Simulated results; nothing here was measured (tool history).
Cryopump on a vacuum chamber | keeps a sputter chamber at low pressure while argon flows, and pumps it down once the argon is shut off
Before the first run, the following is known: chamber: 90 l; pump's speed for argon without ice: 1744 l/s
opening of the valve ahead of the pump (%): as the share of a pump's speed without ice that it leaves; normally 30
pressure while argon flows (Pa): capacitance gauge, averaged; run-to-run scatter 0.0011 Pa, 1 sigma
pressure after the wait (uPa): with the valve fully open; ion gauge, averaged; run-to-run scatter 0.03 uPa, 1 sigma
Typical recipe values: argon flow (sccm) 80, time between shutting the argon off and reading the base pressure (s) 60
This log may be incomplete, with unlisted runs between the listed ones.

run,day,argon flow (sccm),time between shutting the argon off and reading the base pressure (s),opening of the valve ahead of the pump (%),pressure while argon flows (Pa),pressure after the wait (uPa)
1,0,80,60,30,0.2642,1.78
2,1.85,80,60,30,0.2669,1.79
3,3.629,80,23,30,0.2671,3.95
4,6.646,45,60,30,0.1511,1.82
5,10.296,45,60,30,0.1508,1.79
6,12.267,45,60,30,0.1521,1.89
7,13.938,45,60,30,0.1529,1.83
8,17.592,45,60,30,0.1549,1.85
9,19.279,45,60,30,0.1549,1.9
10,22.829,45,60,30,0.1564,1.94
11,25.942,45,60,30,0.1575,1.97
12,29.404,80,60,30,0.2818,1.98
13,31.079,80,60,30,0.2817,2.02
14,32.792,80,60,30,0.285,2.06
15,35.812,80,60,30,0.2864,2.04
16,38.375,80,60,30,0.2892,2.07
17,41.617,67,60,30,0.2427,2.14
# day 42.446: pump warmed up, emptied and cooled again
18,44.792,99,60,30,0.3235,1.91
19,46.779,99,60,19,0.509,1.9
20,50.879,48,60,30,0.1576,1.86
21,54.354,34,60,30,0.1133,1.93
22,57.533,80,92,30,0.2668,1.53
23,60.892,120,92,30,0.4022,1.51
24,62.946,80,60,55,0.1514,2.04
25,66.383,80,60,55,0.1536,2.01
26,68.762,80,137,38,0.2179,1.29
27,72.825,80,237,30,0.2754,1.09
28,76.746,139,23,30,0.4837,4.29
29,78.442,139,23,30,0.4849,4.37
30,81.921,99,135,21,0.4857,1.42
31,84.462,47,26,56,0.0955,3.98
32,86.925,41,207,46,0.0998,1.28
33,88.696,41,207,46,0.0989,1.29
34,91.05,127,261,46,0.3124,1.21

4 options for the next run, each taken on its own from the tool as it stands now. Forecast them:
A,92.75,60,60,30,?,?
B,92.75,127,54,46,?,?
C,92.75,51,205,25,?,?
D,92.75,127,261,45,?,?

run,pressure while argon flows (Pa),pressure after the wait (uPa)
A,0.2173,2.25
B,0.3168,2.44
C,0.2171,1.36
D,0.3194,1.24
The same runs, with their run-to-run variation unchanged, on a tool lacking any hidden condition would have given:
run,pressure while argon flows (Pa),pressure after the wait (uPa)
A,0.194,1.49
B,0.2676,1.67
C,0.1973,0.58
D,0.2707,0.47

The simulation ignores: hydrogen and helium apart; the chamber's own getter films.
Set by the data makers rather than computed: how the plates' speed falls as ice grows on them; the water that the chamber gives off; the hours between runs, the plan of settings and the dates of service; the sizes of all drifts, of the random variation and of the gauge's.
